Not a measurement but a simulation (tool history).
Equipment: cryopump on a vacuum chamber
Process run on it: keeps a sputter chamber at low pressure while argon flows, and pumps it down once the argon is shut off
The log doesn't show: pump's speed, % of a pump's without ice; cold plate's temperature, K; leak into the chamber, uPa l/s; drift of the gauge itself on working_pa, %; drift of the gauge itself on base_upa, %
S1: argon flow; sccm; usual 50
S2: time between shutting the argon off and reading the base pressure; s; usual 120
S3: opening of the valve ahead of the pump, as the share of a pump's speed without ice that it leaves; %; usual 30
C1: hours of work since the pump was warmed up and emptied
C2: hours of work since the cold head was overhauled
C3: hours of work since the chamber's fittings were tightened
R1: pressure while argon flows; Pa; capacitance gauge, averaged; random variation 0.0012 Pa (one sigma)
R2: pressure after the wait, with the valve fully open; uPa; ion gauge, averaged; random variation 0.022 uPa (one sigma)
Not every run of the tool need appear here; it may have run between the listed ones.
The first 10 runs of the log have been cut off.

Run 11, hour 251.2: usual settings but S2 206 s; C1 485; C2 485; C3 900. Result: R1 0.2992 Pa, R2 2.39 uPa.
Run 12, hour 274.6: usual settings but S2 206 s; C1 501; C2 501; C3 916. Result: R1 0.2987 Pa, R2 2.38 uPa.
Run 13, hour 307.7: usual settings but S2 206 s; C1 525; C2 525; C3 939. Result: R1 0.3016 Pa, R2 2.34 uPa.
Run 14, hour 335.2: usual settings but S2 206 s; C1 544; C2 544; C3 958. Result: R1 0.3043 Pa, R2 2.46 uPa.
Run 15, hour 372: usual settings but S2 161 s; C1 569; C2 569; C3 984. Result: R1 0.3042 Pa, R2 2.6 uPa.
Run 16, hour 398.1: usual settings but S2 161 s; C1 587; C2 587; C3 1002. Result: R1 0.3029 Pa, R2 2.7 uPa.
Run 17, hour 428.1: usual settings but S3 27 %; C1 608; C2 608; C3 1023. Result: R1 0.3362 Pa, R2 2.82 uPa.
Run 18, hour 462.3: usual settings but S1 26 sccm, S2 222 s, S3 48 %; C1 632; C2 632; C3 1046. Result: R1 0.1041 Pa, R2 2.73 uPa.
Run 19, hour 485.6: usual settings but S1 26 sccm, S2 222 s, S3 48 %; C1 648; C2 648; C3 1063. Result: R1 0.1035 Pa, R2 2.78 uPa.
Run 20, hour 520.2: usual settings but S1 47 sccm, S3 52 %; C1 672; C2 672; C3 1087. Result: R1 0.1755 Pa, R2 3.01 uPa.
Run 21, hour 551.5: usual settings but S1 47 sccm, S3 52 %; C1 694; C2 694; C3 1108. Result: R1 0.1763 Pa, R2 3.12 uPa.
Run 22, hour 570.1: usual settings but S1 62 sccm, S3 52 %; C1 707; C2 707; C3 1121. Result: R1 0.2334 Pa, R2 3.12 uPa.
At hour 593.5: pump warmed up, emptied and cooled again.
Run 23, hour 601.7: usual settings but S1 39 sccm, S2 34 s, S3 22 %; C1 6; C2 725; C3 1140. Result: R1 0.3054 Pa, R2 3.18 uPa.
Run 24, hour 635.5: usual settings but S1 39 sccm, S2 34 s, S3 22 %; C1 29; C2 749; C3 1163. Result: R1 0.3048 Pa, R2 3.31 uPa.
Run 25, hour 655.8: usual settings but S1 64 sccm, S2 238 s, S3 15 %; C1 43; C2 763; C3 1177. Result: R1 0.7304 Pa, R2 2.44 uPa.
Run 26, hour 677.1: usual settings but S3 26 %; C1 58; C2 778; C3 1192. Result: R1 0.3339 Pa, R2 2.69 uPa.
Run 27, hour 707: usual settings but S2 30 s, S3 44 %; C1 79; C2 799; C3 1213. Result: R1 0.1995 Pa, R2 3.47 uPa.
Run 28, hour 733: usual settings but S1 44 sccm, S2 159 s; C1 97; C2 817; C3 1231. Result: R1 0.2538 Pa, R2 2.68 uPa.
Run 29, hour 756.2: usual settings but S1 41 sccm, S2 32 s, S3 53 %; C1 113; C2 833; C3 1247. Result: R1 0.1353 Pa, R2 3.52 uPa.
Run 30, hour 775.5: usual settings but S1 44 sccm, S2 53 s, S3 37 %; C1 127; C2 846; C3 1261. Result: R1 0.2077 Pa, R2 3.26 uPa.
Run 31, hour 795.3: usual settings but S1 44 sccm, S2 53 s, S3 37 %; C1 140; C2 860; C3 1274. Result: R1 0.2067 Pa, R2 3.21 uPa.
Run 32, hour 823: usual settings but S1 65 sccm, S2 39 s, S3 54 %; C1 160; C2 879; C3 1294. Result: R1 0.2119 Pa, R2 3.43 uPa.
Run 33, hour 844.5: usual settings but S1 65 sccm, S2 39 s, S3 54 %; C1 175; C2 894; C3 1309. Result: R1 0.2122 Pa, R2 3.48 uPa.

What if the next run were any one of these 4? Each begins from the tool's condition after run 33:
Run A, hour 872.3: usual settings but S1 87 sccm, S2 84 s, S3 36 %; C1 194; C2 914; C3 1328. Result: R1 ?, R2 ?.
Run B, hour 872.3: usual settings but S1 42 sccm, S3 40 %; C1 194; C2 914; C3 1328. Result: R1 ?, R2 ?.
Run C, hour 872.3: usual settings but S3 31 %; C1 194; C2 914; C3 1328. Result: R1 ?, R2 ?.
Run D, hour 872.3: usual settings but S1 75 sccm, S2 82 s, S3 18 %; C1 194; C2 914; C3 1328. Result: R1 ?, R2 ?.

run      R1    R2
  A  0.4205  3.21
  B  0.1858  3.13
  C   0.284  3.05
  D  0.7195  3.09
What these runs would have given with no unlogged condition in the tool:
run      R1    R2
  A   0.409  0.72
  B  0.1802  0.64
  C  0.2774  0.59
  D  0.7096  0.69

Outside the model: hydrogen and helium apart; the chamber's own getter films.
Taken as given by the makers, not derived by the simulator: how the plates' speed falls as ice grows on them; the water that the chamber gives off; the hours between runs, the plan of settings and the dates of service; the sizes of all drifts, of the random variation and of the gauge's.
